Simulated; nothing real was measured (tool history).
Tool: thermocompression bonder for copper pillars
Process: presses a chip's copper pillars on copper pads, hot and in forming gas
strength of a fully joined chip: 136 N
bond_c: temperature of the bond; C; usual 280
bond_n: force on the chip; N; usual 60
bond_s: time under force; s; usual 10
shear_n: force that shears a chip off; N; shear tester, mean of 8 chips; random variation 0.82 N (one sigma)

run,day,bond_c,bond_n,bond_s,shear_n
1,0.000,280,60,10,64.0
2,0.188,263,60,10,50.2
3,0.442,280,60,10,64.6
4,0.733,258,60,10,43.6
5,1.138,258,60,10,45.3
6,1.412,258,60,10,45.4
7,1.800,280,60,24,84.6
8,2.012,280,60,24,87.3
9,2.333,280,60,8,61.1
10,2.725,280,60,10,64.5
11,2.992,306,60,10,89.9
12,3.342,306,60,10,90.2
13,3.746,280,60,10,66.8
14,3.971,280,60,10,65.0
15,4.371,280,48,10,57.8
16,4.571,280,48,10,59.1
17,4.792,280,48,10,57.7
18,4.979,280,60,10,65.0
19,5.158,280,54,10,60.9
20,5.575,280,54,10,62.4
21,5.804,280,54,10,61.8
22,6.050,283,83,10,80.7
23,6.308,283,83,10,79.8
24,6.492,257,60,10,44.2
25,6.846,294,85,20,109.0
26,7.146,294,85,20,110.4
27,7.567,280,43,10,54.5
28,7.938,280,43,10,54.8
29,8.308,280,58,10,64.2
30,8.496,288,65,10,75.6
31,8.742,259,60,10,46.4
32,9.054,259,60,10,46.5
33,9.321,269,61,12,58.0
34,9.546,262,40,12,40.2
35,9.900,276,60,10,60.5
36,10.267,260,60,11,49.2
37,10.492,280,38,11,52.2
38,10.671,286,44,16,71.2
39,10.883,286,44,18,74.0
40,11.062,256,44,18,45.8

Taken out of this log: 1 entry between the listed runs. Where each belongs, and how the hidden state differs across it:
Between runs 20 and 21: forming gas filter changed (day 5.654)
  oxide that the forming gas leaves, % of the face: 0.58 -> 0.5

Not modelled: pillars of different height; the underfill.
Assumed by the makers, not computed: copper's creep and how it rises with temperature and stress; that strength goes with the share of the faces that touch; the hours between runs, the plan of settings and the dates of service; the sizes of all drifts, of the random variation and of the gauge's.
